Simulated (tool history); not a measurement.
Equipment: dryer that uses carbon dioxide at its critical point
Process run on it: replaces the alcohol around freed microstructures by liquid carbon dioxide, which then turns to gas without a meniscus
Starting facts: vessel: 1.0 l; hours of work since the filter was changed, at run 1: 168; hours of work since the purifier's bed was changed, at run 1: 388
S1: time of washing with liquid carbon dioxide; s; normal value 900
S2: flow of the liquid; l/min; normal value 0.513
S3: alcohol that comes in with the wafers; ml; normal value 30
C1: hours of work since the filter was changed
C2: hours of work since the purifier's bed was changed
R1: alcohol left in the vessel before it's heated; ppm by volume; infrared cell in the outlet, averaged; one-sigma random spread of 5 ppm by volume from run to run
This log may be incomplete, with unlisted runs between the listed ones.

run 1 hour=0.0 | S1=900 S2=0.513 S3=30 | C1=168 C2=388 | R1=121
run 2 hour=39.0 | S1=900 S2=0.513 S3=30 | C1=198 C2=418 | R1=131
run 3 hour=71.5 | S1=900 S2=0.513 S3=30 | C1=223 C2=443 | R1=137
run 4 hour=104.1 | S1=900 S2=0.513 S3=52 | C1=248 C2=468 | R1=165
run 5 hour=124.0 | S1=900 S2=0.513 S3=30 | C1=263 C2=484 | R1=144
run 6 hour=163.3 | S1=900 S2=0.513 S3=30 | C1=294 C2=514 | R1=167
run 7 hour=203.4 | S1=900 S2=0.513 S3=30 | C1=325 C2=545 | R1=170
run 8 hour=224.8 | S1=900 S2=0.513 S3=30 | C1=341 C2=561 | R1=160
run 9 hour=251.5 | S1=900 S2=0.513 S3=73 | C1=362 C2=582 | R1=222
run 10 hour=284.7 | S1=900 S2=0.513 S3=30 | C1=387 C2=608 | R1=183
run 11 hour=319.3 | S1=900 S2=0.513 S3=30 | C1=414 C2=634 | R1=193
run 12 hour=350.4 | S1=900 S2=0.513 S3=30 | C1=438 C2=658 | R1=198
run 13 hour=377.2 | S1=900 S2=0.452 S3=30 | C1=459 C2=679 | R1=254
-- hour=385.2 inlet filter changed
run 14 hour=418.7 | S1=900 S2=0.452 S3=30 | C1=26 C2=710 | R1=224
run 15 hour=441.6 | S1=900 S2=0.513 S3=104 | C1=43 C2=728 | R1=249
run 16 hour=475.6 | S1=900 S2=0.513 S3=30 | C1=70 C2=754 | R1=194
run 17 hour=517.5 | S1=900 S2=0.513 S3=30 | C1=102 C2=787 | R1=207
run 18 hour=553.7 | S1=900 S2=0.513 S3=30 | C1=130 C2=814 | R1=208
run 19 hour=576.4 | S1=900 S2=0.513 S3=30 | C1=148 C2=832 | R1=234
run 20 hour=599.3 | S1=1200 S2=0.374 S3=30 | C1=165 C2=850 | R1=236
run 21 hour=616.9 | S1=1200 S2=0.513 S3=32 | C1=179 C2=863 | R1=213
run 22 hour=658.4 | S1=900 S2=0.513 S3=29 | C1=211 C2=895 | R1=241
run 23 hour=692.1 | S1=840 S2=0.513 S3=21 | C1=237 C2=921 | R1=257
run 24 hour=728.5 | S1=900 S2=0.429 S3=30 | C1=265 C2=949 | R1=317
run 25 hour=769.1 | S1=900 S2=0.429 S3=30 | C1=296 C2=981 | R1=325
run 26 hour=794.5 | S1=720 S2=0.361 S3=30 | C1=316 C2=1000 | R1=852
run 27 hour=829.2 | S1=1020 S2=0.336 S3=41 | C1=343 C2=1027 | R1=509
run 28 hour=871.4 | S1=960 S2=0.782 S3=116 | C1=375 C2=1060 | R1=260
run 29 hour=904.6 | S1=960 S2=0.782 S3=116 | C1=401 C2=1085 | R1=257
run 30 hour=934.0 | S1=960 S2=0.782 S3=116 | C1=424 C2=1108 | R1=266
run 31 hour=963.0 | S1=1080 S2=0.362 S3=30 | C1=446 C2=1131 | R1=374
-- hour=987.5 inlet filter changed
run 32 hour=999.1 | S1=1080 S2=0.362 S3=30 | C1=9 C2=1158 | R1=325
run 33 hour=1029.5 | S1=900 S2=0.390 S3=91 | C1=32 C2=1181 | R1=597
run 34 hour=1048.3 | S1=840 S2=0.513 S3=89 | C1=47 C2=1196 | R1=363

Run 35 comes next. What will it give?
-- hour=1088.2 purifier's bed changed
run 35 hour=1089.9 | S1=900 S2=0.604 S3=89 | C1=77 C2=1 | R1=?

Run 35 measured R1 14 ppm by volume.
With the hidden condition absent and the run-to-run variation left alone, this run would have shown R1 11 ppm by volume.

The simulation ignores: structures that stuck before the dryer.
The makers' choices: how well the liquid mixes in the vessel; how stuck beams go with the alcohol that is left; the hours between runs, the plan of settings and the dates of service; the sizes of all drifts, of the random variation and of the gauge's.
